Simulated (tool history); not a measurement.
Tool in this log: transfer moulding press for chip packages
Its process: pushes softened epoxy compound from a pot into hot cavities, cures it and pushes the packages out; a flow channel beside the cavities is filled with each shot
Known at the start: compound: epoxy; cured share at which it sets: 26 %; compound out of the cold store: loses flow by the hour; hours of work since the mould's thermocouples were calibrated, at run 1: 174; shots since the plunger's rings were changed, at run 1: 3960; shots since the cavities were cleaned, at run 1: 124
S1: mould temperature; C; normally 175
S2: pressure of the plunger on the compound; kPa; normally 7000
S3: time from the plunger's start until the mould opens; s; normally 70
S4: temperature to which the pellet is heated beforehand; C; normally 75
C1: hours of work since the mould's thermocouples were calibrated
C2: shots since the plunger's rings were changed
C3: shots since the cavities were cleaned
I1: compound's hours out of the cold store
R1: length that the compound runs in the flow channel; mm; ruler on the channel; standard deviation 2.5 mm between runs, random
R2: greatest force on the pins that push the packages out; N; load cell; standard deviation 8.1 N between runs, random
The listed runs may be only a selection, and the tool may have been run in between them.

run   hour   S1    S2  S3  S4   C1    C2   C3    I1   R1   R2
  1    0.0  175  7000  70  75  174  3960  124  36.3  805  444
  2    7.4  175  7000  70  75  178  4039  203  35.7  811  472
  3   15.0  175  7000  70  75  181  4122  286  22.1  851  526
  4   21.1  175  7000  70  75  184  4189  353  12.1  882  555
      28.2  -- cavities cleaned with cleaning compound and waxed
  5   29.7  178  7000  70  75  187  4265   16  28.2  816  308
  6   39.0  178  7000  70  75  191  4366  117  34.4  792  356
  7   44.8  175  8740  70  75  194  4429  180  11.5  992  511
  8   48.9  175  7000  70  69  196  4474  225  39.3  795  491
  9   58.3  169  7000  70  75  200  4576  327  26.0  859  872
      67.5  -- cavities cleaned with cleaning compound and waxed
 10   67.5  175  7000  70  75  203  4659    0  17.9  859  369
 11   76.3  175  7000  70  79  207  4755   96  23.9  844  434
 12   85.5  175  7000  70  79  211  4854  195  30.2  820  470
 13   91.9  175  7000  70  79  214  4924  265  45.3  774  496
 14   97.3  175  7000  70  79  217  4982  323  16.7  863  553
 15  102.5  175  7000  70  79  219  5039  380  16.1  860  578
     106.9  -- cavities cleaned with cleaning compound and waxed
 16  111.3  175  7000  70  79  222  5117   47  11.9  874  429
 17  116.3  175  7000  70  79  225  5172  102  36.0  798  444
 18  124.9  180  7000  99  75  228  5265  195  43.5  758  305
     132.4  -- plunger's sealing rings changed
 19  133.9  180  6300  56  76  231    17  266   8.3  868  670
 20  141.5  180  5460  56  77  235    99  348  25.6  752  669
     148.9  -- cavities cleaned with cleaning compound and waxed
 21  149.0  175  6690  79  81  237   164    1  19.4  872  284
 22  156.9  175  7000  88  75  241   250   87  19.4  891  298
 23  165.6  178  7520  97  67  245   344  181  15.0  929  299
 24  170.4  174  6040  98  68  247   396  233  25.5  817  335
 25  179.3  175  7000  70  71  251   492  329  16.7  903  556
 26  183.9  175  7000  70  80  253   543  380  19.5  891  545
     188.6  -- cavities cleaned with cleaning compound and waxed
 27  189.9  175  7000  70  80  255   591   13  29.1  864  365
 28  199.4  175  7000  70  80  259   694  116  23.3  880  432

Here are 3 independent what-if runs from the current tool condition. What would each one return?
  A  209.4  180  7000  70  82  264  803  225  42.0   ?   ?
  B  209.4  172  6790  70  80  264  803  225  20.7   ?   ?
  C  209.4  175  8690  70  80  264  803  225  29.3   ?   ?

run   R1   R2
  A  795  351
  B  881  636
  C  952  482
Had the tool no hidden state, the same runs would have come out as:
run   R1   R2
  A  804  255
  B  890  461
  C  963  349
